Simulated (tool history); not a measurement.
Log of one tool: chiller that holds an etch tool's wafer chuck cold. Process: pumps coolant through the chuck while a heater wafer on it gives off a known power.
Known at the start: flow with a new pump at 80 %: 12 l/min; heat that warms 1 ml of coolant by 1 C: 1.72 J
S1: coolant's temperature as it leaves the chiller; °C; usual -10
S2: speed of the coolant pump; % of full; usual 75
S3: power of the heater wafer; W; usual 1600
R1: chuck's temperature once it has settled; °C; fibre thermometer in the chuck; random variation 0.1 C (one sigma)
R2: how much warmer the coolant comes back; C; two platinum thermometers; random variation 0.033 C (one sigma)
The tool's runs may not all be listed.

run,hour,S1,S2,S3,R1,R2
1,0.0,-10,75,1600,4.6,4.93
2,17.1,-10,75,1600,4.7,4.88
3,31.2,-1,75,1600,13.8,4.91
4,49.9,-1,75,1600,13.6,4.92
5,76.8,-12,75,1600,2.7,4.84
6,102.2,-12,75,1600,2.7,4.84
7,130.6,-10,75,1600,4.5,4.78
8,155.2,-10,75,1273,1.7,3.79
9,178.1,-10,75,1937,7.5,5.79
10,203.6,-10,65,1600,5.8,5.39
11,227.0,-2,75,1600,12.8,4.68
12,256.9,-2,75,1600,12.8,4.64
# hour 271.3: gauge calibrated
13,278.6,-2,75,1600,12.4,4.91
14,307.0,-10,75,1056,-0.5,3.25
15,331.8,-10,93,1056,-1.3,2.60
16,352.9,-13,93,1056,-4.3,2.55
17,366.2,-13,93,1056,-4.4,2.50
18,380.2,-1,86,1980,15.8,5.19
19,408.3,-15,86,1204,-4.5,3.07
20,423.7,-12,86,1204,-1.7,3.10
21,448.0,-10,75,901,-1.8,2.54
# hour 451.6: chiller's thermometer calibrated
22,464.0,-10,88,1049,-1.1,2.51
23,483.5,-10,88,1049,-1.2,2.51
24,498.9,-16,70,928,-7.1,2.76
25,513.6,-14,82,1600,0.1,4.19
26,542.5,-10,72,2212,10.7,6.72
27,573.3,-10,70,1110,0.5,3.31
28,600.2,-7,67,1450,7.0,4.54
29,613.0,-14,89,1080,-5.0,2.40
30,637.1,-10,75,1582,4.5,4.40
31,660.1,-10,75,1582,4.4,4.38

4 ways to go on from here, each from the tool as it stands after run 31. What would each give?
A,677.9,-10,72,1600,?,?
B,677.9,-10,73,1600,?,?
C,677.9,-5,86,1137,?,?
D,677.9,-10,75,837,?,?

run,R1,R2
A,5.0,4.62
B,4.8,4.56
C,4.5,2.61
D,-2.3,2.07
Without the tool's hidden state the same runs would have given:
run,R1,R2
A,5.0,5.13
B,4.8,5.07
C,4.5,3.12
D,-2.3,2.58

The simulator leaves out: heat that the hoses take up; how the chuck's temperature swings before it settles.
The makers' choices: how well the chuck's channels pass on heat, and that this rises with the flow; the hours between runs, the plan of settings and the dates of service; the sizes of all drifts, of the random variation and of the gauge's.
